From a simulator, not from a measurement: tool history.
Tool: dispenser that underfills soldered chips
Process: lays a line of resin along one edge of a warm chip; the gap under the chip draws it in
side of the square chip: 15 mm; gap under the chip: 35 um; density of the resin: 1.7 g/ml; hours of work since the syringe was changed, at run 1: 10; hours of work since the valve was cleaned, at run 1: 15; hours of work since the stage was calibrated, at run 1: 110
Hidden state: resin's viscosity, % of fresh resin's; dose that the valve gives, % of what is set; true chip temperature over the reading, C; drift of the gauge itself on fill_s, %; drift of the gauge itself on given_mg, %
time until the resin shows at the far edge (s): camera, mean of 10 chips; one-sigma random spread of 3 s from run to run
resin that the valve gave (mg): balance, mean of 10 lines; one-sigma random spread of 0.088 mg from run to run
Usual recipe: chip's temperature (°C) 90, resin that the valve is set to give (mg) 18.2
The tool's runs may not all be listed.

| run | hour | chip's temperature (°C) | resin that the valve is set to give (mg) | hours of work since the syringe was changed | hours of work since the valve was cleaned | hours of work since the stage was calibrated | time until the resin shows at the far edge (s) | resin that the valve gave (mg) |
|---|---|---|---|---|---|---|---|---|
| 1 | 0 | 90 | 18.2 | 10 | 15 | 110 | 689 | 17.89 |
|  | 1.7 | new syringe of resin |
| 2 | 4.3 | 90 | 18.2 | 2 | 18 | 113 | 351.3 | 17.98 |
| 3 | 8.2 | 90 | 18.2 | 5 | 21 | 115 | 445.2 | 17.9 |
| 4 | 14.6 | 90 | 18.2 | 9 | 25 | 120 | 665.2 | 17.94 |
|  | 16.6 | new syringe of resin |
| 5 | 18.5 | 90 | 18.2 | 1 | 28 | 123 | 334.2 | 17.79 |
| 6 | 25.1 | 90 | 18.2 | 6 | 33 | 127 | 505.8 | 17.65 |
| 7 | 30.3 | 90 | 18.2 | 10 | 36 | 131 | 715.8 | 17.73 |
|  | 31.4 | new syringe of resin |
| 8 | 34.9 | 90 | 18.2 | 3 | 40 | 134 | 366.8 | 17.58 |
| 9 | 38 | 90 | 18.2 | 5 | 42 | 137 | 443.2 | 17.55 |
| 10 | 41.4 | 90 | 18.2 | 7 | 44 | 139 | 553.6 | 17.55 |
| 11 | 44.4 | 90 | 18.2 | 9 | 46 | 141 | 680 | 17.5 |
|  | 46.4 | new syringe of resin |
| 12 | 47.8 | 90 | 18.2 | 1 | 49 | 143 | 325.9 | 17.53 |
| 13 | 53.3 | 90 | 18.2 | 5 | 53 | 147 | 462.5 | 17.41 |
| 14 | 58.6 | 90 | 18.2 | 9 | 56 | 151 | 662.8 | 17.33 |
|  | 61.6 | new syringe of resin |
|  | 65.1 | dispensing valve cleaned and set on the balance |
| 15 | 65.1 | 90 | 18.2 | 2 | 0 | 155 | 338.5 | 18.26 |
| 16 | 71.3 | 90 | 18.2 | 6 | 4 | 160 | 510.7 | 18.01 |
| 17 | 76 | 92 | 18.2 | 10 | 8 | 163 | 641.2 | 18.04 |

Predict the results of run 18:
|  | 77.7 | new syringe of resin |
| 18 | 80.6 | 90 | 18.2 | 2 | 11 | 166 | ? | ? |

time until the resin shows at the far edge (s): 346.7
resin that the valve gave (mg): 18.02
With no hidden state in the tool, this same run would have given time until the resin shows at the far edge (s) 301, resin that the valve gave (mg) 18.21.
